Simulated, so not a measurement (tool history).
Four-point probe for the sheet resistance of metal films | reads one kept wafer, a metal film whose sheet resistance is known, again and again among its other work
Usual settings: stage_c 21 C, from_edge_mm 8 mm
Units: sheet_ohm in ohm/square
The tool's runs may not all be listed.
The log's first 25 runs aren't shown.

run 26 hour=2656.6 | stage_c=25 from_edge_mm=6 | sheet_ohm=0.133295
run 27 hour=2770 | stage_c=19 from_edge_mm=6 | sheet_ohm=0.132812
run 28 hour=2876.8 | stage_c=24 from_edge_mm=9 | sheet_ohm=0.13147
run 29 hour=2979.3 | stage_c=24 from_edge_mm=9 | sheet_ohm=0.131455
run 30 hour=3082.2 | stage_c=24 from_edge_mm=52 | sheet_ohm=0.130093
run 31 hour=3149.4 | stage_c=24 from_edge_mm=52 | sheet_ohm=0.13008
run 32 hour=3221.9 | stage_c=24 from_edge_mm=47 | sheet_ohm=0.13002
run 33 hour=3309.1 | stage_c=28 from_edge_mm=3 | sheet_ohm=0.141642

Run 34 comes next. What will it give?
run 34 hour=3384.4 | stage_c=22 from_edge_mm=41 | sheet_ohm=?

{"run 34": {"sheet_ohm": 0.129817}}
Without the tool's hidden state the same run would have given sheet_ohm 0.130357 ohm/square.
